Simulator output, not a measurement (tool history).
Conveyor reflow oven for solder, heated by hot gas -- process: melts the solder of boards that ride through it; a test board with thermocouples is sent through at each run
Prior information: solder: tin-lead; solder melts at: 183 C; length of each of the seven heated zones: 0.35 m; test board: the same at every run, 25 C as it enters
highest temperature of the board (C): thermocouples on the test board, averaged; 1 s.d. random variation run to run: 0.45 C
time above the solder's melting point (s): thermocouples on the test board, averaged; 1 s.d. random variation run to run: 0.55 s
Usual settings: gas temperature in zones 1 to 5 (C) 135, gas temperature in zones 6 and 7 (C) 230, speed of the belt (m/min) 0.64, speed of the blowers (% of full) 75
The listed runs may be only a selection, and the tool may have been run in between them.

| run | hour | gas temperature in zones 1 to 5 (C) | gas temperature in zones 6 and 7 (C) | speed of the belt (m/min) | speed of the blowers (% of full) | highest temperature of the board (C) | time above the solder's melting point (s) |
|---|---|---|---|---|---|---|---|
| 1 | 0 | 135 | 230 | 0.64 | 75 | 204.6 | 36.5 |
| 2 | 11.8 | 135 | 230 | 0.64 | 75 | 204.2 | 36.7 |
| 3 | 24.9 | 135 | 230 | 0.64 | 75 | 204.5 | 37.1 |
| 4 | 38.7 | 135 | 230 | 0.64 | 75 | 205.1 | 36.7 |
| 5 | 55 | 135 | 230 | 0.64 | 75 | 203.8 | 35.8 |
| 6 | 72.7 | 132 | 230 | 0.64 | 75 | 203.1 | 34.3 |
| 7 | 98.1 | 132 | 230 | 0.64 | 75 | 203 | 34.3 |
| 8 | 114.7 | 132 | 230 | 0.64 | 75 | 203.5 | 33.1 |
| 9 | 129 | 132 | 230 | 0.64 | 75 | 203.1 | 33.9 |
| 10 | 142.6 | 132 | 230 | 0.64 | 75 | 202.4 | 33.5 |
| 11 | 166.4 | 132 | 230 | 0.64 | 75 | 202.3 | 33.4 |
| 12 | 185.2 | 132 | 234 | 0.64 | 75 | 204.6 | 35.4 |
| 13 | 202.6 | 132 | 234 | 0.64 | 75 | 205 | 34.8 |
| 14 | 215.4 | 135 | 230 | 0.554 | 75 | 208.2 | 45.9 |
| 15 | 227.9 | 135 | 230 | 0.64 | 75 | 202.1 | 32.5 |
| 16 | 239.9 | 148 | 230 | 0.701 | 54 | 196.5 | 24.4 |
| 17 | 265.1 | 148 | 230 | 0.64 | 52 | 199.2 | 32.9 |
| 18 | 290 | 140 | 218 | 0.678 | 83 | 194.2 | 22.1 |
| 19 | 307 | 140 | 218 | 0.678 | 83 | 193.9 | 21.4 |
|  | 315.1 | flux residue cleaned out of gas plates and filters |
| 20 | 330.3 | 144 | 242 | 0.513 | 56 | 220.5 | 66 |
| 21 | 347.2 | 135 | 230 | 0.544 | 75 | 212 | 52.4 |
| 22 | 368.1 | 135 | 230 | 0.544 | 75 | 211.6 | 52.1 |
| 23 | 389.1 | 123 | 230 | 0.64 | 75 | 203.4 | 32.3 |
| 24 | 407.9 | 135 | 227 | 0.694 | 75 | 200.4 | 30.2 |
| 25 | 429.5 | 130 | 227 | 0.569 | 75 | 205.2 | 43.4 |
| 26 | 454 | 130 | 227 | 0.569 | 75 | 205.8 | 42.2 |
| 27 | 477.2 | 133 | 230 | 0.64 | 56 | 198.4 | 29.5 |
| 28 | 501.5 | 124 | 230 | 0.64 | 75 | 202 | 30.4 |
| 29 | 516.2 | 147 | 219 | 0.64 | 75 | 199 | 34.9 |
| 30 | 535.2 | 147 | 219 | 0.64 | 75 | 198.5 | 33.8 |

Each row is a separate what-if for the run after 30, all from the same tool condition, not one after another. Results?
| A | 562.4 | 135 | 232 | 0.723 | 87 | ? | ? |
| B | 562.4 | 132 | 230 | 0.66 | 75 | ? | ? |
| C | 562.4 | 147 | 232 | 0.64 | 71 | ? | ? |
| D | 562.4 | 128 | 219 | 0.64 | 74 | ? | ? |
| E | 562.4 | 147 | 219 | 0.64 | 55 | ? | ? |

| run | highest temperature of the board (C) | time above the solder's melting point (s) |
|---|---|---|
| A | 203.1 | 31 |
| B | 201.2 | 32 |
| C | 207.6 | 44.9 |
| D | 193.3 | 21.5 |
| E | 193.8 | 25.8 |
Had the tool no hidden state, the same runs would have come out as:
| run | highest temperature of the board (C) | time above the solder's melting point (s) |
|---|---|---|
| A | 207.3 | 34.8 |
| B | 205.2 | 36.1 |
| C | 211.3 | 48 |
| D | 197.1 | 27.1 |
| E | 197 | 30.9 |
